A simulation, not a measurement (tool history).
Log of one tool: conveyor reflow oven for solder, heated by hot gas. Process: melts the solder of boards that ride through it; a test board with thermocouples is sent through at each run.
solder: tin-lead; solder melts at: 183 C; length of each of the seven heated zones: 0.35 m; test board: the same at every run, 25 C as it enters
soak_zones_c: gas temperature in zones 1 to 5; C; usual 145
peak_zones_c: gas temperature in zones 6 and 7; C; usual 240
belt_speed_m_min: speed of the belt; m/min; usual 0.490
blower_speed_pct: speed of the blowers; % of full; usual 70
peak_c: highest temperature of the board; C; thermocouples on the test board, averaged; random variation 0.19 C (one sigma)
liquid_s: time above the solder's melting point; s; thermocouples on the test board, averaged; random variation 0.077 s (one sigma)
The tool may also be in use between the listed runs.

run   hour  soak_zones_c  peak_zones_c  belt_speed_m_min  blower_speed_pct  peak_c  liquid_s
  1    0.0           145           240             0.490                70   223.3     71.62
  2    8.9           145           240             0.490                70   223.1     71.56
  3   12.7           145           240             0.536                70   220.6     63.07
  4   16.9           145           240             0.536                70   220.3     63.18
  5   24.8           145           240             0.536                70   220.3     63.25
  6   32.4           159           240             0.536                70   223.0     71.24
  7   39.9           159           240             0.536                70   223.0     71.29
  8   45.1           145           240             0.490                70   223.4     71.50
  9   52.6           145           241             0.490                70   223.4     72.16
 10   59.9           145           241             0.490                70   223.9     72.05
 11   68.4           145           241             0.490                70   223.4     71.95
 12   73.4           145           233             0.490                70   216.6     66.92
 13   81.9           145           233             0.490                70   216.5     66.83
 14   87.0           145           233             0.490                70   216.6     66.86
      92.6  -- flux residue cleaned out of gas plates and filters
 15  101.2           145           240             0.490                70   222.8     71.09
 16  107.9           146           240             0.490                56   218.6     68.29
 17  113.9           151           247             0.577                61   220.8     61.05
 18  120.0           145           235             0.473                70   219.2     71.35
 19  124.2           145           254             0.497                80   235.5     78.59
 20  131.1           145           254             0.497                80   236.2     78.48
 21  140.1           145           254             0.497                80   236.0     78.60
     150.9  -- flux residue cleaned out of gas plates and filters, once more
 22  150.9           145           228             0.581                57   204.0     42.57
 23  157.3           145           228             0.581                57   204.1     42.36
 24  165.9           145           250             0.490                70   231.2     77.12
 25  170.0           145           250             0.537                71   228.4     68.51
 26  177.1           133           245             0.449                67   227.1     76.69
 27  185.2           145           240             0.490                85   225.5     73.99
 28  190.7           143           246             0.431                70   231.2     87.16
 29  197.8           143           246             0.431                70   231.2     87.13
 30  205.9           132           229             0.448                88   216.5     69.57

Hidden state or all else? Some run-to-run changes of peak_c, split into what the settings, what came in and random variation would give without the hidden state, and what is left for the hidden state (with any gauge scatter that isn't in both results):
The hidden state here: heat that the gas passes to the board, % of a clean oven's; belt's true speed, % of the reading; true gas temperature in zones 6 and 7 over the reading, C; drift of the gauge itself on peak_c, C; drift of the gauge itself on liquid_s, %.
Run 14 -> 15: peak_zones_c 233 -> 240, flux residue cleaned out of gas plates and filters. peak_c +6.2 C: hidden state -0.3, all else +6.5.
Run 18 -> 19: peak_zones_c 235 -> 254, belt_speed_m_min 0.473 -> 0.497, blower_speed_pct 70 -> 80. peak_c +16.3 C: hidden state -0.2, all else +16.5.
Run 21 -> 22: peak_zones_c 254 -> 228, belt_speed_m_min 0.497 -> 0.581, blower_speed_pct 80 -> 57, flux residue cleaned out of gas plates and filters, once more. peak_c -32.0 C: hidden state +1.2, all else -33.2.
Run 23 -> 24: peak_zones_c 228 -> 250, belt_speed_m_min 0.581 -> 0.490, blower_speed_pct 57 -> 70. peak_c +27.1 C: hidden state -0.3, all else +27.4.

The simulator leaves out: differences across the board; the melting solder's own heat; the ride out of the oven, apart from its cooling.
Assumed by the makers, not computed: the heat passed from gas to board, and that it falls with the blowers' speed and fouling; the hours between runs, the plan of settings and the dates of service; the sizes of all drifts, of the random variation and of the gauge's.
